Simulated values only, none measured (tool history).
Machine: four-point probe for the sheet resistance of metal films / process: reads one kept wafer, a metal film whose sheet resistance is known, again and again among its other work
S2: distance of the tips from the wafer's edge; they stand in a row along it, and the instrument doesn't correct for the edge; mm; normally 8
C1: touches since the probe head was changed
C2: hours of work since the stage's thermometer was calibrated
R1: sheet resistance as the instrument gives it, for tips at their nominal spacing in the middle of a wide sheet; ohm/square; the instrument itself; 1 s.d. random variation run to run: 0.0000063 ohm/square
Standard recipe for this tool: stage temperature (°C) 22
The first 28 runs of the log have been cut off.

{"run": 29, "day": 26.917, "stage temperature (°C)": 30, "S2": 22, "C1": 90028, "C2": 1529, "R1": 0.03137}
{"run": 30, "day": 27.642, "stage temperature (°C)": 22, "S2": 35, "C1": 91086, "C2": 1542, "R1": 0.031518}
{"run": 31, "day": 28.85, "stage temperature (°C)": 19, "S2": 4, "C1": 92842, "C2": 1562, "R1": 0.032605}
{"run": 32, "day": 29.85, "stage temperature (°C)": 19, "S2": 4, "C1": 94298, "C2": 1579, "R1": 0.032612}
{"run": 33, "day": 30.904, "stage temperature (°C)": 30, "S2": 32, "C1": 95832, "C2": 1597, "R1": 0.031353}
{"run": 34, "day": 32.012, "stage temperature (°C)": 22, "S2": 32, "C1": 97442, "C2": 1616, "R1": 0.03153}
{"run": 35, "day": 32.742, "stage temperature (°C)": 22, "S2": 32, "C1": 98503, "C2": 1628, "R1": 0.031533}
{"run": 36, "day": 33.908, "stage temperature (°C)": 29, "S2": 22, "C1": 100200, "C2": 1648, "R1": 0.031408}
{"run": 37, "day": 35.096, "stage temperature (°C)": 22, "S2": 16, "C1": 101927, "C2": 1668, "R1": 0.031587}
{"run": 38, "day": 36.192, "stage temperature (°C)": 25, "S2": 8, "C1": 103523, "C2": 1687, "R1": 0.031709}

Alternative continuations, all from the tool just after run 38; predict every row:
{"run": "A", "day": 37.3, "stage temperature (°C)": 25, "S2": 52, "C1": 105137, "C2": 1706, "R1": "?"}
{"run": "B", "day": 37.3, "stage temperature (°C)": 25, "S2": 6, "C1": 105137, "C2": 1706, "R1": "?"}
{"run": "C", "day": 37.3, "stage temperature (°C)": 22, "S2": 8, "C1": 105137, "C2": 1706, "R1": "?"}
{"run": "D", "day": 37.3, "stage temperature (°C)": 22, "S2": 25, "C1": 105137, "C2": 1706, "R1": "?"}

run=A R1=0.031447
run=B R1=0.031916
run=C R1=0.031790
run=D R1=0.031545
Take away the tool's hidden state, keep each run's random variation, and the runs would have read:
run=A R1=0.031246
run=B R1=0.031712
run=C R1=0.031585
run=D R1=0.031342
